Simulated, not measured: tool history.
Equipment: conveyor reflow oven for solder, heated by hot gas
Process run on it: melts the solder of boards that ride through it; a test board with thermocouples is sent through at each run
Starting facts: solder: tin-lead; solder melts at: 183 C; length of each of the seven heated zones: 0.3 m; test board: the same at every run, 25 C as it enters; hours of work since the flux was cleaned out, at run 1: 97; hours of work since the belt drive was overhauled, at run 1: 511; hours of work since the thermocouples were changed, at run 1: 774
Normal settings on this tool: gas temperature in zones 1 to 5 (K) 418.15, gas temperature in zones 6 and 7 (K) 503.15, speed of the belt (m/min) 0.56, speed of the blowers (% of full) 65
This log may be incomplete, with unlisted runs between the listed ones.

run,day,gas temperature in zones 1 to 5 (K),gas temperature in zones 6 and 7 (K),speed of the belt (m/min),speed of the blowers (% of full),hours of work since the flux was cleaned out,hours of work since the belt drive was overhauled,hours of work since the thermocouples were changed,highest temperature of the board (K),time above the solder's melting point (s)
1,0,418.15,503.15,0.56,65,97,511,774,478.75,39.8
2,3.971,418.15,503.15,0.56,65,158,572,835,478.25,39.1
# day 7.446: flux residue cleaned out of gas plates and filters
3,7.942,418.15,503.15,0.56,65,8,630,892,478.25,38.6
4,9.912,418.15,503.15,0.56,65,38,660,923,477.55,38.4
5,13.392,418.15,503.15,0.56,65,91,713,976,477.05,37.4
6,16.154,418.15,503.15,0.56,65,134,756,1018,476.75,37.2
7,19.671,418.15,503.15,0.56,65,188,810,1072,476.15,36.5
# day 21.217: flux residue cleaned out of gas plates and filters
8,22.95,418.15,503.15,0.56,65,27,857,1120,478.75,39.9
9,24.875,418.15,503.15,0.596,65,56,887,1149,476.05,34.4
# day 27.438: flux residue cleaned out of gas plates and filters, once more
10,28.517,418.15,503.15,0.56,65,17,939,1202,478.45,39.6
11,30.629,418.15,503.15,0.547,65,49,972,1234,479.45,41.8
12,34.567,418.15,503.15,0.56,65,109,1032,1295,478.05,39.1
# day 35.329: thermocouples of zones 6 and 7 changed
13,36.612,418.15,503.15,0.56,65,140,1062,20,480.75,41.7
14,38.704,418.15,503.15,0.56,65,172,1094,52,479.95,41.3
15,40.812,418.15,503.15,0.56,79,204,1127,84,482.95,44.5
# day 41.412: flux residue cleaned out of gas plates and filters
16,42.9,418.15,503.15,0.56,79,23,1156,113,483.75,45.3
17,46.842,418.15,503.15,0.566,65,83,1216,174,480.05,40.7
18,48.738,404.15,498.15,0.482,83,112,1245,203,481.95,47.4
19,51.983,404.15,509.15,0.482,73,162,1295,252,488.75,52.8
# day 55.146: flux residue cleaned out of gas plates and filters
20,55.962,407.15,506.15,0.541,81,13,1353,310,485.75,44.9
21,59.342,407.15,506.15,0.541,81,64,1405,362,484.95,44.6
22,63.108,407.15,506.15,0.541,81,122,1463,420,484.55,44.9
23,65.696,407.15,506.15,0.541,81,162,1502,460,484.65,43.9
# day 68.975: flux residue cleaned out of gas plates and filters
24,69.171,407.15,506.15,0.541,81,3,1552,510,485.65,45.4
# day 69.804: belt drive overhauled, speed set with a stopwatch
25,71.446,405.15,518.15,0.56,65,35,25,542,488.75,43.8
26,75.138,405.15,518.15,0.56,65,92,82,599,487.65,43.5
27,77.75,427.15,518.15,0.56,65,132,122,639,492.55,53.7
28,79.979,429.15,503.15,0.56,53,166,156,673,478.05,42.2
# day 83.133: flux residue cleaned out of gas plates and filters
29,84.196,411.15,508.15,0.648,85,16,218,735,481.15,34.5
30,87.371,415.15,503.15,0.56,53,65,266,783,474.85,33.1

What differs in the tool's unlogged condition from the final listed run ahead of each entry between runs to the first listed run following it?
Between runs 2 and 3: flux residue cleaned out of gas plates and filters (day 7.446)
  heat that the gas passes to the board, % of a clean oven's: 96.4 -> 94.3; belt's true speed, % of the reading: 99.61 -> 99.56; true gas temperature in zones 6 and 7 over the reading, C: -2.8 -> -2.97
  measured less the result without the state, highest temperature of the board (K): -3.1 -> -3.8; time above the solder's melting point (s): -2.9 -> -3.7
Between runs 7 and 8: flux residue cleaned out of gas plates and filters (day 21.217)
  heat that the gas passes to the board, % of a clean oven's: 90.6 -> 98.7; belt's true speed, % of the reading: 99.41 -> 99.37; true gas temperature in zones 6 and 7 over the reading, C: -3.5 -> -3.63
  measured less the result without the state, highest temperature of the board (K): -5.3 -> -3; time above the solder's melting point (s): -5.6 -> -2.5
Between runs 9 and 10: flux residue cleaned out of gas plates and filters, once more (day 27.438)
  heat that the gas passes to the board, % of a clean oven's: 98 -> 99.4; belt's true speed, % of the reading: 99.35 -> 99.3; true gas temperature in zones 6 and 7 over the reading, C: -3.72 -> -3.87
  measured less the result without the state, highest temperature of the board (K): -3.2 -> -2.9; time above the solder's melting point (s): -2.9 -> -2.4
Between runs 12 and 13: thermocouples of zones 6 and 7 changed (day 35.329)
  heat that the gas passes to the board, % of a clean oven's: 97.3 -> 96.7; belt's true speed, % of the reading: 99.22 -> 99.2; true gas temperature in zones 6 and 7 over the reading, C: -4.14 -> -0.53
  measured less the result without the state, highest temperature of the board (K): -3.7 -> -1.1; time above the solder's melting point (s): -3.3 -> -0.8
Between runs 15 and 16: flux residue cleaned out of gas plates and filters (day 41.412)
  heat that the gas passes to the board, % of a clean oven's: 95.3 -> 98.6; belt's true speed, % of the reading: 99.14 -> 99.12; true gas temperature in zones 6 and 7 over the reading, C: -0.7 -> -0.79
  measured less the result without the state, highest temperature of the board (K): -1.7 -> -0.8; time above the solder's melting point (s): -1.2 -> -0.2
Between runs 19 and 20: flux residue cleaned out of gas plates and filters (day 55.146)
  heat that the gas passes to the board, % of a clean oven's: 95.8 -> 99.7; belt's true speed, % of the reading: 99 -> 98.95; true gas temperature in zones 6 and 7 over the reading, C: -1.17 -> -1.34
  measured less the result without the state, highest temperature of the board (K): -1.9 -> -0.9; time above the solder's melting point (s): -1.1 -> -0.1
Between runs 23 and 24: flux residue cleaned out of gas plates and filters (day 68.975)
  heat that the gas passes to the board, % of a clean oven's: 96.4 -> 99.6; belt's true speed, % of the reading: 98.83 -> 98.78; true gas temperature in zones 6 and 7 over the reading, C: -1.79 -> -1.94
  measured less the result without the state, highest temperature of the board (K): -2.3 -> -1.3; time above the solder's melting point (s): -1.4 -> -0.4
Between runs 24 and 25: belt drive overhauled, speed set with a stopwatch (day 69.804)
  heat that the gas passes to the board, % of a clean oven's: 99.6 -> 98.9; belt's true speed, % of the reading: 98.78 -> 99.87; true gas temperature in zones 6 and 7 over the reading, C: -1.94 -> -2.01
  measured less the result without the state, highest temperature of the board (K): -1.3 -> -1.9; time above the solder's melting point (s): -0.4 -> -1.4
Between runs 28 and 29: flux residue cleaned out of gas plates and filters (day 83.133)
  heat that the gas passes to the board, % of a clean oven's: 96.2 -> 99.4; belt's true speed, % of the reading: 99.76 -> 99.71; true gas temperature in zones 6 and 7 over the reading, C: -2.39 -> -2.59
  measured less the result without the state, highest temperature of the board (K): -2.6 -> -2.1; time above the solder's melting point (s): -2.7 -> -1.5
